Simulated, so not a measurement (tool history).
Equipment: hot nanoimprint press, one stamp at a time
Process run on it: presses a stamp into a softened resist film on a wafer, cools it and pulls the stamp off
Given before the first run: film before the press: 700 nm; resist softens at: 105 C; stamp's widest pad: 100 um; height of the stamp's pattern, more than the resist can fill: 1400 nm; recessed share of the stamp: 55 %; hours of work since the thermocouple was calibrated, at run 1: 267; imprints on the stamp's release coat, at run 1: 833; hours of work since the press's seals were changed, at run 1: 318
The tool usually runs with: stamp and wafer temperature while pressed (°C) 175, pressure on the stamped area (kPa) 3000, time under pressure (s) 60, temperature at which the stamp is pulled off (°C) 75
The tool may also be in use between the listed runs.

run   hour  stamp and wafer temperature while pressed (°C)  pressure on the stamped area (kPa)  time under pressure (s)  temperature at which the stamp is pulled off (°C)  hours of work since the thermocouple was calibrated  imprints on the stamp's release coat  hours of work since the press's seals were changed  resist left under the stamp's widest pad (angstrom)  greatest force while the stamp is pulled off (N)
  1    0.0                                             175                                3000                       60                                                 75                                                  267                                   833                                                 318                                                 4207                                               119
      10.5  -- plate thermocouple calibrated
  2   12.9                                             175                                3000                       56                                                 75                                                    1                                   868                                                 323                                                 4320                                               120
  3   27.1                                             175                                3000                       56                                                 75                                                    8                                   920                                                 330                                                 4330                                               118
  4   40.4                                             175                                3000                      119                                                 75                                                   15                                   968                                                 336                                                 3331                                               120
  5   52.1                                             175                                3000                       56                                                 75                                                   21                                  1010                                                 342                                                 4326                                               124
  6   63.2                                             175                                3000                       56                                                 75                                                   26                                  1050                                                 347                                                 4350                                               127
      68.4  -- plate thermocouple calibrated, once more
  7   81.4                                             175                                3000                       57                                                 75                                                    6                                  1106                                                 355                                                 4171                                               122
  8   88.8                                             175                                3000                       57                                                 75                                                   10                                  1132                                                 359                                                 4144                                               119
  9  103.0                                             175                                3000                       57                                                 75                                                   17                                  1183                                                 366                                                 4175                                               121
 10  110.3                                             175                                3000                       57                                                 75                                                   21                                  1210                                                 369                                                 4158                                               126
 11  119.8                                             175                                2310                       60                                                 75                                                   25                                  1244                                                 374                                                 4453                                               124
 12  130.5                                             169                                3700                      105                                                 76                                                   31                                  1283                                                 379                                                 3866                                               120
 13  144.7                                             169                                3700                      105                                                 74                                                   38                                  1335                                                 386                                                 3872                                               127
 14  157.9                                             177                                3000                       56                                                 75                                                   44                                  1382                                                 393                                                 3976                                               126

What will run 15 give?
 15  164.6                                             167                                3010                       70                                                 66                                                   47                                  1407                                                 396                                                    ?                                                 ?

resist left under the stamp's widest pad (angstrom): 4977
greatest force while the stamp is pulled off (N): 137
Without the tool's hidden state the same run would have given resist left under the stamp's widest pad (angstrom) 4919, greatest force while the stamp is pulled off (N) 114.
